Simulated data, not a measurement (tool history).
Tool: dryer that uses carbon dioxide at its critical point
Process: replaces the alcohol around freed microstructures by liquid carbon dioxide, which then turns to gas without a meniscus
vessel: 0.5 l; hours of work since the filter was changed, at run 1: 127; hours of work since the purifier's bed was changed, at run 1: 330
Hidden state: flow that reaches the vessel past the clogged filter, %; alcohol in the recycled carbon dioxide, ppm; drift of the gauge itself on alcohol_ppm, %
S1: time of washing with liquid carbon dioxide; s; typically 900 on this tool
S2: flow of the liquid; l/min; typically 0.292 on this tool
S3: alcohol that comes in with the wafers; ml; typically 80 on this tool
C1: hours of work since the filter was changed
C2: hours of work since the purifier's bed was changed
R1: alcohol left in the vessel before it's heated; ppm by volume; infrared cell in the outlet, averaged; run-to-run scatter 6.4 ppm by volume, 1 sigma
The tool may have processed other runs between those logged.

| run | day | S1 | S2 | S3 | C1 | C2 | R1 |
|---|---|---|---|---|---|---|---|
| 1 | 0.000 | 900 | 0.292 | 80 | 127 | 330 | 428 |
| 2 | 1.738 | 900 | 0.292 | 80 | 142 | 345 | 453 |
| 3 | 2.742 | 900 | 0.292 | 80 | 150 | 354 | 457 |
| 4 | 3.575 | 900 | 0.292 | 80 | 158 | 361 | 475 |
| 5 | 4.950 | 900 | 0.292 | 80 | 170 | 373 | 492 |
| 6 | 5.888 | 900 | 0.292 | 80 | 178 | 381 | 489 |
| 7 | 7.092 | 660 | 0.292 | 80 | 188 | 392 | 2314 |
| 8 | 8.817 | 660 | 0.292 | 80 | 203 | 407 | 2336 |
| 9 | 10.375 | 900 | 0.293 | 80 | 217 | 420 | 545 |
| 10 | 11.825 | 900 | 0.293 | 80 | 230 | 433 | 581 |
| 11 | 13.462 | 900 | 0.293 | 80 | 244 | 447 | 599 |
| 12 | 14.950 | 900 | 0.293 | 80 | 257 | 460 | 616 |
| 13 | 16.371 | 900 | 0.293 | 80 | 269 | 472 | 655 |
| 14 | 18.029 | 900 | 0.293 | 80 | 284 | 487 | 683 |
| 15 | 18.800 | 900 | 0.292 | 80 | 290 | 494 | 709 |
| 16 | 19.904 | 900 | 0.292 | 80 | 300 | 503 | 740 |
|  | 20.188 | inlet filter changed |
| 17 | 21.562 | 900 | 0.292 | 80 | 12 | 517 | 340 |
| 18 | 23.233 | 900 | 0.292 | 80 | 27 | 532 | 350 |
| 19 | 24.638 | 900 | 0.292 | 80 | 39 | 544 | 364 |
| 20 | 25.758 | 720 | 0.177 | 22 | 49 | 554 | 2228 |
| 21 | 26.667 | 720 | 0.410 | 120 | 56 | 562 | 287 |

Predict the results of run 22:
| 22 | 28.221 | 780 | 0.292 | 52 | 70 | 575 | ? |

R1: 560 ppm by volume
Take away the tool's hidden state, keep the run-to-run variation as it was, and the same run would have given R1 400 ppm by volume.
